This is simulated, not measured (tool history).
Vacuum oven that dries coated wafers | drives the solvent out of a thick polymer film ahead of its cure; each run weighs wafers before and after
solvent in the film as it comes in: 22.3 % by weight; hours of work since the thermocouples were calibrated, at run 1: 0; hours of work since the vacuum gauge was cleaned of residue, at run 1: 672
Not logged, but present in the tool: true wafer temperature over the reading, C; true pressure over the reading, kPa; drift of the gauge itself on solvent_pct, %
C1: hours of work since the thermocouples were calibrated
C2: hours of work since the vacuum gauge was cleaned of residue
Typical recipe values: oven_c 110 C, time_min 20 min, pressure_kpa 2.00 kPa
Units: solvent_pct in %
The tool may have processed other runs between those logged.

Run 1, hour 0.0: usual settings; C1 0; C2 672. Result: solvent_pct 1.73 %.
Run 2, hour 24.9: usual settings but oven_c 100 C; C1 17; C2 689. Result: solvent_pct 3.81 %.
Run 3, hour 62.5: usual settings but oven_c 100 C; C1 42; C2 714. Result: solvent_pct 3.82 %.
Run 4, hour 104.2: usual settings but oven_c 100 C; C1 71; C2 743. Result: solvent_pct 3.75 %.
Run 5, hour 130.9: usual settings but oven_c 100 C, pressure_kpa 6.51 kPa; C1 89; C2 761. Result: solvent_pct 6.52 %.
Run 6, hour 160.1: usual settings but pressure_kpa 1.09 kPa; C1 109; C2 781. Result: solvent_pct 1.35 %.
Run 7, hour 182.7: usual settings but time_min 12 min, pressure_kpa 1.09 kPa; C1 124; C2 796. Result: solvent_pct 3.29 %.
Run 8, hour 227.5: usual settings but time_min 12 min, pressure_kpa 1.09 kPa; C1 154; C2 826. Result: solvent_pct 3.25 %.
Run 9, hour 268.2: usual settings but time_min 12 min, pressure_kpa 1.09 kPa; C1 182; C2 854. Result: solvent_pct 3.27 %.
Run 10, hour 310.6: usual settings but oven_c 113 C; C1 211; C2 883. Result: solvent_pct 1.39 %.
Run 11, hour 343.1: usual settings; C1 233; C2 905. Result: solvent_pct 1.75 %.
Run 12, hour 380.7: usual settings; C1 258; C2 930. Result: solvent_pct 1.80 %.
Run 13, hour 406.0: usual settings; C1 276; C2 947. Result: solvent_pct 1.76 %.
Run 14, hour 450.9: usual settings; C1 306; C2 978. Result: solvent_pct 1.73 %.
Run 15, hour 474.8: usual settings but oven_c 121 C; C1 322; C2 994. Result: solvent_pct 0.82 %.
Run 16, hour 502.0: usual settings but oven_c 121 C; C1 341; C2 1013. Result: solvent_pct 0.78 %.
Run 17, hour 538.4: usual settings but oven_c 121 C; C1 365; C2 1037. Result: solvent_pct 0.80 %.
Run 18, hour 569.9: usual settings but oven_c 121 C; C1 387; C2 1059. Result: solvent_pct 0.79 %.
Run 19, hour 592.9: usual settings but oven_c 121 C; C1 402; C2 1074. Result: solvent_pct 0.78 %.
Run 20, hour 617.8: usual settings but pressure_kpa 2.19 kPa; C1 419; C2 1091. Result: solvent_pct 1.85 %.
Run 21, hour 660.0: usual settings but pressure_kpa 2.19 kPa; C1 448; C2 1120. Result: solvent_pct 1.84 %.
Run 22, hour 701.8: usual settings; C1 476; C2 1148. Result: solvent_pct 1.74 %.
Run 23, hour 734.5: usual settings; C1 499; C2 1170. Result: solvent_pct 1.75 %.
Run 24, hour 779.1: usual settings but time_min 17 min, pressure_kpa 3.78 kPa; C1 529; C2 1201. Result: solvent_pct 3.02 %.
Run 25, hour 811.9: usual settings but time_min 17 min, pressure_kpa 3.78 kPa; C1 551; C2 1223. Result: solvent_pct 2.99 %.
Run 26, hour 835.5: usual settings but time_min 17 min, pressure_kpa 3.78 kPa; C1 567; C2 1239. Result: solvent_pct 3.07 %.
Run 27, hour 881.7: usual settings but time_min 15 min; C1 598; C2 1270. Result: solvent_pct 2.64 %.
Run 28, hour 928.0: usual settings but oven_c 120 C; C1 630; C2 1302. Result: solvent_pct 0.83 %.
Run 29, hour 962.5: usual settings but oven_c 120 C; C1 653; C2 1325. Result: solvent_pct 0.88 %.
Run 30, hour 997.4: usual settings but oven_c 106 C, time_min 34 min, pressure_kpa 1.06 kPa; C1 677; C2 1349. Result: solvent_pct 0.81 %.
Run 31, hour 1038.5: usual settings but oven_c 100 C, time_min 36 min; C1 705; C2 1377. Result: solvent_pct 1.89 %.
Run 32, hour 1057.3: usual settings but oven_c 100 C, time_min 36 min; C1 718; C2 1390. Result: solvent_pct 1.92 %.
Run 33, hour 1083.3: usual settings but oven_c 98 C, time_min 29 min, pressure_kpa 4.19 kPa; C1 735; C2 1407. Result: solvent_pct 4.29 %.
Run 34, hour 1103.9: usual settings but oven_c 98 C, time_min 29 min, pressure_kpa 4.19 kPa; C1 749; C2 1421. Result: solvent_pct 4.32 %.
Run 35, hour 1131.9: usual settings but oven_c 121 C; C1 768; C2 1440. Result: solvent_pct 0.78 %.
Run 36, hour 1159.8: usual settings but oven_c 113 C, time_min 14 min, pressure_kpa 1.01 kPa; C1 787; C2 1459. Result: solvent_pct 1.95 %.
Run 37, hour 1206.3: usual settings but oven_c 103 C, pressure_kpa 1.63 kPa; C1 819; C2 1491. Result: solvent_pct 2.81 %.
Run 38, hour 1249.8: usual settings; C1 848; C2 1520. Result: solvent_pct 1.74 %.
Run 39, hour 1288.0: usual settings but oven_c 121 C, time_min 33 min; C1 874; C2 1546. Result: solvent_pct 0.68 %.
Run 40, hour 1309.1: usual settings but oven_c 121 C, time_min 33 min; C1 889; C2 1560. Result: solvent_pct 0.70 %.
Run 41, hour 1350.7: usual settings but oven_c 101 C, time_min 23 min, pressure_kpa 3.11 kPa; C1 917; C2 1589. Result: solvent_pct 3.63 %.
Run 42, hour 1382.1: usual settings but oven_c 101 C, time_min 26 min, pressure_kpa 1.83 kPa; C1 938; C2 1610. Result: solvent_pct 2.38 %.
Run 43, hour 1403.0: usual settings but oven_c 101 C, time_min 26 min, pressure_kpa 1.83 kPa; C1 952; C2 1624. Result: solvent_pct 2.42 %.
Run 44, hour 1433.3: usual settings but pressure_kpa 3.65 kPa; C1 973; C2 1645. Result: solvent_pct 2.56 %.
Run 45, hour 1461.5: usual settings but oven_c 124 C, time_min 26 min; C1 992; C2 1664. Result: solvent_pct 0.64 %.
Run 46, hour 1483.6: usual settings but oven_c 117 C, pressure_kpa 2.71 kPa; C1 1007; C2 1679. Result: solvent_pct 1.31 %.

What if the next run were any one of these 3? Each begins from the tool's condition after run 46:
Run A, hour 1521.4: usual settings but oven_c 105 C, time_min 15 min, pressure_kpa 2.84 kPa; C1 1033; C2 1705. Result: solvent_pct ?.
Run B, hour 1521.4: usual settings but oven_c 117 C, time_min 14 min, pressure_kpa 2.39 kPa; C1 1033; C2 1705. Result: solvent_pct ?.
Run C, hour 1521.4: usual settings but oven_c 99 C, pressure_kpa 4.84 kPa; C1 1033; C2 1705. Result: solvent_pct ?.

run  solvent_pct
  A         4.26
  B         1.81
  C         5.79
With no hidden state in the tool, these same runs would have given:
run  solvent_pct
  A         4.26
  B         1.81
  C         5.79
